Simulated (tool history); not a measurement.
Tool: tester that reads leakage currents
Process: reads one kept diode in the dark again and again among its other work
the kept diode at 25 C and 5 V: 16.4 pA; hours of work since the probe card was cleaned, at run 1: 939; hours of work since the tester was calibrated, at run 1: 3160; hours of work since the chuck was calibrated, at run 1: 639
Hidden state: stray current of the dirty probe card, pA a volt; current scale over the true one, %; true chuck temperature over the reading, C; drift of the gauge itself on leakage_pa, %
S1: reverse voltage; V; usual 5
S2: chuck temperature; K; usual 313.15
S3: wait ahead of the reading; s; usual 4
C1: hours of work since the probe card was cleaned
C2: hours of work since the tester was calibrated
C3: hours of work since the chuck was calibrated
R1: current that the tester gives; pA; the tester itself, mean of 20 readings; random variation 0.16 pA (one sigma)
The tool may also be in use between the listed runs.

run 1 hour=0 | S1=5 S2=313.15 S3=4 | C1=939 C2=3160 C3=639 | R1=58.07
run 2 hour=73.5 | S1=5 S2=313.15 S3=4 | C1=985 C2=3206 C3=685 | R1=58.52
run 3 hour=199.9 | S1=5 S2=313.15 S3=4 | C1=1063 C2=3284 C3=764 | R1=59.04
-- hour=276.3 chuck's temperature calibrated
run 4 hour=299.6 | S1=1.08 S2=313.15 S3=4 | C1=1124 C2=3345 C3=15 | R1=21.89
run 5 hour=383 | S1=5 S2=313.15 S3=8.7 | C1=1176 C2=3397 C3=66 | R1=55.6
run 6 hour=485.3 | S1=5 S2=297.15 S3=4 | C1=1240 C2=3461 C3=130 | R1=19.91
run 7 hour=646 | S1=5 S2=297.15 S3=4 | C1=1340 C2=3561 C3=230 | R1=20.37
run 8 hour=801.8 | S1=5 S2=326.15 S3=4 | C1=1437 C2=3658 C3=328 | R1=134.2
run 9 hour=882.7 | S1=5 S2=326.15 S3=4 | C1=1488 C2=3709 C3=378 | R1=133.92
run 10 hour=951.3 | S1=5 S2=326.15 S3=4 | C1=1531 C2=3751 C3=421 | R1=135.36
run 11 hour=1081.1 | S1=5 S2=313.15 S3=0.53 | C1=1612 C2=3832 C3=502 | R1=60.36
run 12 hour=1176.5 | S1=5 S2=313.15 S3=0.53 | C1=1671 C2=3892 C3=561 | R1=60.98
run 13 hour=1305.7 | S1=5 S2=313.15 S3=4 | C1=1752 C2=3972 C3=642 | R1=60.3
run 14 hour=1435.6 | S1=5 S2=313.15 S3=4 | C1=1832 C2=4053 C3=723 | R1=60.93
run 15 hour=1566.5 | S1=5 S2=313.15 S3=4 | C1=1914 C2=4135 C3=804 | R1=61.58
-- hour=1577.5 chuck's temperature calibrated
run 16 hour=1647.4 | S1=5 S2=313.15 S3=4 | C1=1963 C2=4184 C3=44 | R1=58.8
run 17 hour=1782.6 | S1=5 S2=313.15 S3=4 | C1=2048 C2=4268 C3=128 | R1=59.24
run 18 hour=1894 | S1=5 S2=313.15 S3=4 | C1=2117 C2=4338 C3=197 | R1=59.83
run 19 hour=2056.1 | S1=5 S2=313.15 S3=0.83 | C1=2218 C2=4439 C3=298 | R1=61.29
run 20 hour=2139 | S1=2.24 S2=316.15 S3=3.27 | C1=2270 C2=4491 C3=350 | R1=44.88
run 21 hour=2221.7 | S1=2.24 S2=316.15 S3=3.27 | C1=2321 C2=4542 C3=402 | R1=44.99
-- hour=2231.3 tester calibrated
run 22 hour=2373.9 | S1=2.24 S2=316.15 S3=3.27 | C1=2415 C2=89 C3=495 | R1=45.64
run 23 hour=2518.8 | S1=5.72 S2=313.15 S3=4 | C1=2505 C2=179 C3=586 | R1=68.76
run 24 hour=2647.1 | S1=17.65 S2=318.15 S3=0.38 | C1=2585 C2=259 C3=665 | R1=201.31
run 25 hour=2745.2 | S1=17.65 S2=318.15 S3=0.38 | C1=2646 C2=320 C3=727 | R1=203.74
run 26 hour=2844.9 | S1=5.47 S2=326.15 S3=0.6 | C1=2708 C2=383 C3=789 | R1=153.95
-- hour=2881.9 chuck's temperature calibrated
run 27 hour=2969.1 | S1=5.47 S2=326.15 S3=0.6 | C1=2785 C2=459 C3=54 | R1=148.13
-- hour=3040.5 tester calibrated, once more
run 28 hour=3088.8 | S1=5.16 S2=307.15 S3=7.78 | C1=2858 C2=30 C3=128 | R1=44.23
run 29 hour=3237.2 | S1=5.16 S2=324.15 S3=7.78 | C1=2951 C2=123 C3=220 | R1=124.84
run 30 hour=3390.9 | S1=5 S2=329.15 S3=1.96 | C1=3046 C2=218 C3=316 | R1=166.67
run 31 hour=3486.1 | S1=2.52 S2=301.15 S3=1.96 | C1=3106 C2=278 C3=375 | R1=20.17
run 32 hour=3608.4 | S1=2.52 S2=301.15 S3=1.96 | C1=3182 C2=354 C3=452 | R1=20.36
run 33 hour=3682.5 | S1=2.52 S2=301.15 S3=1.96 | C1=3228 C2=400 C3=498 | R1=20.53

3 ways to go on from here, each from the tool as it stands after run 33. What would each give?
run A hour=3815.6 | S1=6.35 S2=323.15 S3=4 | C1=3311 C2=483 C3=581 | R1=?
run B hour=3815.6 | S1=10.3 S2=298.15 S3=9.38 | C1=3311 C2=483 C3=581 | R1=?
run C hour=3815.6 | S1=4.63 S2=331.15 S3=0.58 | C1=3311 C2=483 C3=581 | R1=?

run=A R1=137.93
run=B R1=50.28
run=C R1=186.17
Without the tool's hidden state the same runs would have given:
run=A R1=118.02
run=B R1=25.36
run=C R1=168.21
